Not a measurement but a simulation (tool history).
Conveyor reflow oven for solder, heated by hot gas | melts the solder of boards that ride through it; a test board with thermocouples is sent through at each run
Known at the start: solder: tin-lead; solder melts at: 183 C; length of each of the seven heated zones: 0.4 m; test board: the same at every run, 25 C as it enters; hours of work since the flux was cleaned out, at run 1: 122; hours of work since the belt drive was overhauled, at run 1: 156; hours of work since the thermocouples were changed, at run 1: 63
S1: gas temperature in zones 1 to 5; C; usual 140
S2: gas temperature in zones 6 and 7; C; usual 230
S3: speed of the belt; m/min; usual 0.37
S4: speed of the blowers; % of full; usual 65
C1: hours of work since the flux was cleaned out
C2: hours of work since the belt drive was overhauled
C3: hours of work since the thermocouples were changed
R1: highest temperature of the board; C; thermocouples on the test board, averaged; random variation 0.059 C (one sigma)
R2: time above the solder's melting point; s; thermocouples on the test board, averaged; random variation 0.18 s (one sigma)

run,hour,S1,S2,S3,S4,C1,C2,C3,R1,R2
1,0.0,140,230,0.37,65,122,156,63,212.47,91.6
2,5.5,140,230,0.37,65,124,158,65,212.54,91.4
3,14.5,140,230,0.37,68,128,162,69,213.61,93.4
4,24.0,140,230,0.37,68,131,166,73,213.53,93.5
5,34.3,140,230,0.37,68,136,170,77,213.52,93.3
6,42.1,140,230,0.37,65,139,173,80,212.43,91.5
# hour 46.6: belt drive overhauled, speed set with a stopwatch
7,57.0,140,230,0.37,65,143,4,85,212.54,91.3
8,66.0,140,230,0.37,65,147,8,88,212.47,91.5

Forecast run 9:
9,75.5,140,230,0.37,65,151,12,92,?,?

{"run 9": {"R1": 212.52, "R2": 91.8}}
Without the tool's hidden state the same run would have given R1 213.25 C, R2 92.5 s.
